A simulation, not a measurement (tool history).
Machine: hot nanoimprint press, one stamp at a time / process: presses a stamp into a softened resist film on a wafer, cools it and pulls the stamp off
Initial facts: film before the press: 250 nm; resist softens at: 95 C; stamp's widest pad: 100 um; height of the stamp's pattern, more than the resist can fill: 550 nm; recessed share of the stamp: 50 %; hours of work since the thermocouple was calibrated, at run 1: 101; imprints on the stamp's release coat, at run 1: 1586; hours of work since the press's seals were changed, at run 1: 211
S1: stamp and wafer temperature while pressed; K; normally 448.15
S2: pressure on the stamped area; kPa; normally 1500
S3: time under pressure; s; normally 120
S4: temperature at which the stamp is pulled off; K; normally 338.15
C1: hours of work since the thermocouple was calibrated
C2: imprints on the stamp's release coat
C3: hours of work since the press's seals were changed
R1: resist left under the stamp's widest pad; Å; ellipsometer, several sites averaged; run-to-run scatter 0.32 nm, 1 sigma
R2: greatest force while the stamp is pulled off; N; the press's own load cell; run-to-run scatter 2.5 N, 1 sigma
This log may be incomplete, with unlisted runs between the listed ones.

{"run": 1, "hour": 0.0, "S1": 448.15, "S2": 1500, "S3": 120, "S4": 338.15, "C1": 101, "C2": 1586, "C3": 211, "R1": 1477, "R2": 115}
{"run": 2, "hour": 19.5, "S1": 448.15, "S2": 1500, "S3": 120, "S4": 338.15, "C1": 110, "C2": 1624, "C3": 220, "R1": 1475, "R2": 118}
{"run": 3, "hour": 29.1, "S1": 448.15, "S2": 1500, "S3": 120, "S4": 338.15, "C1": 114, "C2": 1642, "C3": 224, "R1": 1468, "R2": 120}
{"run": 4, "hour": 46.3, "S1": 448.15, "S2": 1500, "S3": 120, "S4": 338.15, "C1": 121, "C2": 1676, "C3": 231, "R1": 1470, "R2": 122}
{"run": 5, "hour": 55.2, "S1": 448.15, "S2": 1500, "S3": 225, "S4": 338.15, "C1": 125, "C2": 1693, "C3": 235, "R1": 1190, "R2": 120}
{"run": 6, "hour": 71.6, "S1": 459.15, "S2": 1500, "S3": 120, "S4": 338.15, "C1": 133, "C2": 1725, "C3": 242, "R1": 1092, "R2": 114}
{"run": 7, "hour": 81.5, "S1": 459.15, "S2": 1500, "S3": 120, "S4": 338.15, "C1": 137, "C2": 1744, "C3": 247, "R1": 1098, "R2": 117}
{"run": 8, "hour": 90.5, "S1": 459.15, "S2": 1500, "S3": 120, "S4": 338.15, "C1": 141, "C2": 1761, "C3": 251, "R1": 1096, "R2": 117}
{"run": 9, "hour": 107.6, "S1": 459.15, "S2": 1500, "S3": 120, "S4": 338.15, "C1": 148, "C2": 1794, "C3": 258, "R1": 1095, "R2": 115}
{"run": 10, "hour": 117.3, "S1": 459.15, "S2": 1500, "S3": 120, "S4": 338.15, "C1": 153, "C2": 1813, "C3": 262, "R1": 1095, "R2": 115}
{"run": 11, "hour": 133.9, "S1": 448.15, "S2": 1020, "S3": 120, "S4": 338.15, "C1": 160, "C2": 1845, "C3": 270, "R1": 1690, "R2": 117}
{"run": 12, "hour": 146.5, "S1": 448.15, "S2": 2060, "S3": 120, "S4": 338.15, "C1": 165, "C2": 1870, "C3": 275, "R1": 1281, "R2": 122}
{"run": 13, "hour": 164.0, "S1": 448.15, "S2": 2060, "S3": 120, "S4": 338.15, "C1": 173, "C2": 1904, "C3": 283, "R1": 1281, "R2": 116}
{"run": 14, "hour": 183.2, "S1": 448.15, "S2": 1500, "S3": 120, "S4": 338.15, "C1": 182, "C2": 1941, "C3": 291, "R1": 1462, "R2": 120}
{"run": 15, "hour": 201.1, "S1": 448.15, "S2": 1500, "S3": 120, "S4": 338.15, "C1": 189, "C2": 1975, "C3": 299, "R1": 1458, "R2": 119}
{"run": 16, "hour": 213.6, "S1": 448.15, "S2": 1500, "S3": 120, "S4": 338.15, "C1": 195, "C2": 2000, "C3": 305, "R1": 1455, "R2": 119}
{"run": 17, "hour": 230.4, "S1": 448.15, "S2": 1060, "S3": 120, "S4": 344.15, "C1": 202, "C2": 2032, "C3": 312, "R1": 1653, "R2": 112}
{"run": 18, "hour": 243.4, "S1": 448.15, "S2": 1500, "S3": 97, "S4": 338.15, "C1": 208, "C2": 2057, "C3": 318, "R1": 1542, "R2": 119}
{"run": 19, "hour": 257.3, "S1": 455.15, "S2": 1500, "S3": 215, "S4": 330.15, "C1": 214, "C2": 2084, "C3": 324, "R1": 978, "R2": 127}
{"run": 20, "hour": 267.6, "S1": 439.15, "S2": 1770, "S3": 112, "S4": 337.15, "C1": 219, "C2": 2104, "C3": 328, "R1": 1739, "R2": 122}
{"run": 21, "hour": 286.2, "S1": 439.15, "S2": 1180, "S3": 112, "S4": 324.15, "C1": 227, "C2": 2140, "C3": 337, "R1": 1945, "R2": 132}
{"run": 22, "hour": 301.5, "S1": 450.15, "S2": 2220, "S3": 66, "S4": 332.15, "C1": 234, "C2": 2170, "C3": 343, "R1": 1411, "R2": 130}
{"run": 23, "hour": 315.4, "S1": 449.15, "S2": 2320, "S3": 129, "S4": 332.15, "C1": 240, "C2": 2197, "C3": 349, "R1": 1139, "R2": 125}
{"run": 24, "hour": 327.3, "S1": 455.15, "S2": 2200, "S3": 120, "S4": 324.15, "C1": 245, "C2": 2220, "C3": 355, "R1": 999, "R2": 132}
{"run": 25, "hour": 338.9, "S1": 455.15, "S2": 2200, "S3": 120, "S4": 324.15, "C1": 250, "C2": 2242, "C3": 360, "R1": 1002, "R2": 133}
{"hour": 340.2, "done": "gauge calibrated"}
{"run": 26, "hour": 355.5, "S1": 458.15, "S2": 1500, "S3": 120, "S4": 339.15, "C1": 257, "C2": 2275, "C3": 367, "R1": 1128, "R2": 118}
{"hour": 364.1, "done": "plate thermocouple calibrated"}
{"run": 27, "hour": 368.9, "S1": 458.15, "S2": 1500, "S3": 120, "S4": 339.15, "C1": 2, "C2": 2295, "C3": 372, "R1": 1130, "R2": 120}
{"run": 28, "hour": 385.4, "S1": 458.15, "S2": 1500, "S3": 120, "S4": 339.15, "C1": 9, "C2": 2327, "C3": 379, "R1": 1123, "R2": 117}
{"hour": 394.1, "done": "stamp cleaned and given a new release coat"}
{"run": 29, "hour": 403.1, "S1": 457.15, "S2": 1500, "S3": 120, "S4": 337.15, "C1": 14, "C2": 17, "C3": 384, "R1": 1161, "R2": 114}

Difference, measured minus no-hidden-state, one row per run. Run-to-run variation is common to both terms; the gauge's own scatter need not be:
Hidden state present: true temperature over the reading, C; pressure that arrives at the usual setting, %; grip of the stamp's worn release coat, % over a new coat's; drift of the gauge itself on residual_nm, %; drift of the gauge itself on pull_off_n, %.
run=1 R1=+0
run=2 R1=-1
run=3 R1=-3
run=4 R1=-4
run=5 R1=-4
run=6 R1=-5
run=7 R1=-5
run=8 R1=-5
run=9 R1=-7
run=10 R1=-7
run=11 R1=-14
run=12 R1=-11
run=13 R1=-13
run=14 R1=-16
run=15 R1=-17
run=16 R1=-19
run=17 R1=-23
run=18 R1=-22
run=19 R1=-16
run=20 R1=-28
run=21 R1=-35
run=22 R1=-25
run=23 R1=-22
run=24 R1=-20
run=25 R1=-20
run=26 R1=+0
run=27 R1=-2
run=28 R1=-3
run=29 R1=-4
R2 without the hidden state stays within 2 N of what was measured, in all runs.
